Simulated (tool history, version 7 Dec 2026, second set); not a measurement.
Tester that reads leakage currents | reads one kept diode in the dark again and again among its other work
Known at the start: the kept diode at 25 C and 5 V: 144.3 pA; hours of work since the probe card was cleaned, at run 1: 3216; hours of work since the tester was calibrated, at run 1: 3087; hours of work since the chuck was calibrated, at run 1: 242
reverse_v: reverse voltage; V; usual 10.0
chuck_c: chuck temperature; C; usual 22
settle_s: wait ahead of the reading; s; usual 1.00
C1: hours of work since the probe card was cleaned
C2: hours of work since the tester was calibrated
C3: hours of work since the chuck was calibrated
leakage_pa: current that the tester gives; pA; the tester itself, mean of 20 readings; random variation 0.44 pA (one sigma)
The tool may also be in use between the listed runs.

Run 1, day 0.000: usual settings; C1 3216; C2 3087; C3 242. Result: leakage_pa 160.09 pA.
Run 2, day 3.879: usual settings; C1 3284; C2 3154; C3 310. Result: leakage_pa 159.74 pA.
Run 3, day 9.996: usual settings; C1 3390; C2 3261; C3 417. Result: leakage_pa 162.30 pA.
Run 4, day 16.908: usual settings; C1 3511; C2 3382; C3 538. Result: leakage_pa 162.82 pA.
Run 5, day 24.058: usual settings; C1 3636; C2 3507; C3 662. Result: leakage_pa 164.09 pA.
Run 6, day 27.621: usual settings but settle_s 6.38 s; C1 3698; C2 3569; C3 724. Result: leakage_pa 164.74 pA.
Run 7, day 34.238: usual settings but settle_s 6.38 s; C1 3813; C2 3684; C3 840. Result: leakage_pa 165.08 pA.
Run 8, day 37.846: usual settings but settle_s 6.38 s; C1 3876; C2 3747; C3 903. Result: leakage_pa 165.38 pA.
At day 44.575: probe card cleaned and baked.
Run 9, day 45.279: usual settings but reverse_v 7.8 V; C1 12; C2 3875; C3 1030. Result: leakage_pa 137.66 pA.
Run 10, day 49.312: usual settings; C1 83; C2 3945; C3 1101. Result: leakage_pa 150.14 pA.
Run 11, day 52.704: usual settings; C1 142; C2 4004; C3 1160. Result: leakage_pa 150.65 pA.
Run 12, day 58.204: usual settings; C1 238; C2 4100; C3 1256. Result: leakage_pa 152.28 pA.
At day 60.904: tester calibrated.
Run 13, day 62.592: usual settings; C1 313; C2 29; C3 1331. Result: leakage_pa 149.98 pA.
Run 14, day 69.683: usual settings; C1 437; C2 153; C3 1455. Result: leakage_pa 151.14 pA.
Run 15, day 76.650: usual settings; C1 558; C2 275; C3 1576. Result: leakage_pa 152.31 pA.
At day 80.071: chuck's temperature calibrated.
Run 16, day 83.833: usual settings; C1 682; C2 399; C3 66. Result: leakage_pa 143.99 pA.
Run 17, day 89.079: usual settings; C1 774; C2 490; C3 157. Result: leakage_pa 146.17 pA.
At day 91.842: tester calibrated, once more.
Run 18, day 96.533: usual settings; C1 902; C2 82; C3 286. Result: leakage_pa 152.18 pA.
Run 19, day 99.817: usual settings; C1 960; C2 139; C3 343. Result: leakage_pa 151.58 pA.
Run 20, day 103.750: usual settings; C1 1028; C2 208; C3 412. Result: leakage_pa 153.25 pA.
Run 21, day 108.233: usual settings; C1 1107; C2 286; C3 490. Result: leakage_pa 153.48 pA.
Run 22, day 114.354: usual settings; C1 1213; C2 393; C3 597. Result: leakage_pa 155.62 pA.
Run 23, day 120.504: usual settings but settle_s 0.42 s; C1 1321; C2 500; C3 704. Result: leakage_pa 157.12 pA.
Run 24, day 124.712: usual settings but settle_s 0.42 s; C1 1394; C2 574; C3 778. Result: leakage_pa 156.77 pA.
Run 25, day 129.450: usual settings but chuck_c 25 C; C1 1477; C2 656; C3 860. Result: leakage_pa 194.82 pA.
Run 26, day 134.308: usual settings but reverse_v 8.7 V, chuck_c 48 C; C1 1562; C2 741; C3 945. Result: leakage_pa 890.29 pA.
Run 27, day 138.238: usual settings but reverse_v 8.7 V, chuck_c 48 C; C1 1630; C2 810; C3 1014. Result: leakage_pa 888.59 pA.
Run 28, day 141.546: usual settings but settle_s 0.75 s; C1 1688; C2 867; C3 1071. Result: leakage_pa 158.73 pA.
Run 29, day 145.229: usual settings but reverse_v 3.2 V, settle_s 2.60 s; C1 1752; C2 932; C3 1136. Result: leakage_pa 106.03 pA.
Run 30, day 148.762: usual settings but reverse_v 3.2 V, settle_s 2.60 s; C1 1814; C2 993; C3 1197. Result: leakage_pa 106.62 pA.
Run 31, day 152.438: usual settings but settle_s 0.46 s; C1 1878; C2 1057; C3 1261. Result: leakage_pa 161.72 pA.
Run 32, day 157.992: usual settings but settle_s 0.46 s; C1 1975; C2 1154; C3 1358. Result: leakage_pa 162.68 pA.
Run 33, day 161.529: usual settings but settle_s 4.98 s; C1 2037; C2 1216; C3 1420. Result: leakage_pa 160.36 pA.
Run 34, day 164.975: usual settings but reverse_v 6.8 V, chuck_c 30 C, settle_s 0.65 s; C1 2097; C2 1276; C3 1480. Result: leakage_pa 251.00 pA.
Run 35, day 171.508: usual settings but reverse_v 6.8 V, chuck_c 30 C, settle_s 0.65 s; C1 2211; C2 1390; C3 1594. Result: leakage_pa 250.69 pA.
At day 174.367: chuck's temperature calibrated.
Run 36, day 178.750: usual settings but reverse_v 5.1 V, chuck_c 55 C, settle_s 1.07 s; C1 2336; C2 1515; C3 76. Result: leakage_pa 1120.24 pA.
Run 37, day 183.346: usual settings but chuck_c 52 C, settle_s 3.41 s; C1 2416; C2 1595; C3 157. Result: leakage_pa 1166.93 pA.
Run 38, day 190.221: usual settings but chuck_c 52 C, settle_s 3.41 s; C1 2536; C2 1715; C3 277. Result: leakage_pa 1166.03 pA.
Run 39, day 195.375: usual settings but chuck_c 52 C, settle_s 3.41 s; C1 2626; C2 1805; C3 367. Result: leakage_pa 1170.58 pA.

3 ways to go on from here, each from the tool as it stands after run 39. What would each give?
Run A, day 200.992: usual settings but reverse_v 14.3 V, chuck_c 52 C, settle_s 2.02 s; C1 2724; C2 1903; C3 465. Result: leakage_pa ?.
Run B, day 200.992: usual settings but reverse_v 10.7 V, chuck_c 40 C, settle_s 1.77 s; C1 2724; C2 1903; C3 465. Result: leakage_pa ?.
Run C, day 200.992: usual settings but reverse_v 17.0 V, chuck_c 24 C, settle_s 0.71 s; C1 2724; C2 1903; C3 465. Result: leakage_pa ?.

run  leakage_pa
  A     1314.35
  B      556.32
  C      224.63
Without the tool's hidden state the same runs would have given:
run  leakage_pa
  A     1294.67
  B      541.52
  C      202.10
